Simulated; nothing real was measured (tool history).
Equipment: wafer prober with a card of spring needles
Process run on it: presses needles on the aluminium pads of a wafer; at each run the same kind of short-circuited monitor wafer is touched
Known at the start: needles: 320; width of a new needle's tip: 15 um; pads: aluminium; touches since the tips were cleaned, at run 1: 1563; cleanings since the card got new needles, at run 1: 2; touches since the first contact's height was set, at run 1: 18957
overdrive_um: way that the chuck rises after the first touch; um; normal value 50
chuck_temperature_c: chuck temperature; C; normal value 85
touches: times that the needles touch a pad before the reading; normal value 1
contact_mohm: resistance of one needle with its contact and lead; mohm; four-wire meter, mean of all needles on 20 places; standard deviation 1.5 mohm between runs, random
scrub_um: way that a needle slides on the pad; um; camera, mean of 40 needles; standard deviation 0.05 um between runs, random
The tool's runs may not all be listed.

run  hour  overdrive_um  chuck_temperature_c  touches  touches since the tips were cleaned  cleanings since the card got new needles  touches since the first contact's height was set  contact_mohm  scrub_um
  1   0.0            50                   85        1                                 1563                                         2                                             18957           208      8.64
  2   7.3            50                   85        1                                 3419                                         2                                             20813           253      8.60
  3  15.7            50                   33        1                                 5538                                         2                                             22932           299      8.51
  4  20.4            50                   33        1                                 6719                                         2                                             24113           307      8.67
     25.6  -- tips cleaned on abrasive film
  5  26.7            50                   33        1                                  273                                         3                                             25699           153      8.65
  6  32.4            50                   33        1                                 1704                                         3                                             27130           210      8.59
  7  36.7            50                   85        3                                 2803                                         3                                             28229           174      8.61
  8  45.4            50                   85        3                                 5016                                         3                                             30442           191      8.59

For run 9, what comes out?
  9  52.2            50                   85        1                                 6735                                         3                                             32161             ?         ?

For run 9 the tool returned contact_mohm 303 mohm, scrub_um 8.59 um.
Were there no unlogged condition in the tool, this run, its random variation unchanged, would have produced contact_mohm 137 mohm, scrub_um 8.66 um.
